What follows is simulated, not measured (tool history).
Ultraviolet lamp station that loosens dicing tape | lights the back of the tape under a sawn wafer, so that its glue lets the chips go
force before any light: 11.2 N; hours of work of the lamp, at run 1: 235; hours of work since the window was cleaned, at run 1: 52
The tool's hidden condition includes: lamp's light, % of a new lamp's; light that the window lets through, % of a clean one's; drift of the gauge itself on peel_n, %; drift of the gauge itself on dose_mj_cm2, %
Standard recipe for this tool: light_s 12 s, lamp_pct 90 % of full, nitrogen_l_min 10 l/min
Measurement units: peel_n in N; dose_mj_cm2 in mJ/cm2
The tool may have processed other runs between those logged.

run    day  light_s  lamp_pct  nitrogen_l_min  hours of work of the lamp  hours of work since the window was cleaned  peel_n  dose_mj_cm2
  1      0       12        90              10                        235                                          52   0.778          365
  2  0.512       12        90              10                        244                                          61   0.774          358
  3  1.096       12        90              10                        255                                          71   0.788          358
  4  1.429       12        90              10                        261                                          77   0.793          361
  5  1.829       12        90              10                        268                                          85   0.811          348
  6  2.262       12        90              10                        276                                          92   0.841          350
  7  2.642       12        90              10                        283                                          99   0.836          350
  8  2.992       12        77              10                        289                                         105   1.193          299
      3.05  -- window cleaned of glue's vapour
  9  3.467       12        77              10                        297                                           8   1.213          289
 10  3.967        6        76               4                        306                                          16    4.88          144
     4.171  -- window cleaned of glue's vapour, once more
 11  4.317        8        64              19                        312                                           3   2.474          168
 12  4.617        8        64              19                        317                                           8   2.545          162
 13  5.046        8        64              19                        325                                          16   2.585          164
 14  5.562        8        64              19                        334                                          25   2.582          162
 15  5.875       12        75              18                        340                                          31   0.972          288
 16  6.308       15        96               5                        348                                          38   0.771          455
 17  6.733       15        96               5                        355                                          46   0.812          454
 18   7.15        9        96              15                        363                                          53   1.199          270

Hidden state at the last listed run before each entry between runs and at the first one after, where it differs:
Between runs 8 and 9: window cleaned of glue's vapour (day 3.05)
  lamp's light, % of a new lamp's: 84.1 -> 83.7; light that the window lets through, % of a clean one's: 97.9 -> 96.6
  what was measured, less what the result would be without the hidden state, peel_n: +0.421 -> +0.457 N; dose_mj_cm2: -64 -> -69 mJ/cm2
Between runs 10 and 11: window cleaned of glue's vapour, once more (day 4.171)
  lamp's light, % of a new lamp's: 83.2 -> 82.9; light that the window lets through, % of a clean one's: 96.4 -> 99.8
  what was measured, less what the result would be without the hidden state, peel_n: +0.889 -> +0.646 N; dose_mj_cm2: -35 -> -35 mJ/cm2

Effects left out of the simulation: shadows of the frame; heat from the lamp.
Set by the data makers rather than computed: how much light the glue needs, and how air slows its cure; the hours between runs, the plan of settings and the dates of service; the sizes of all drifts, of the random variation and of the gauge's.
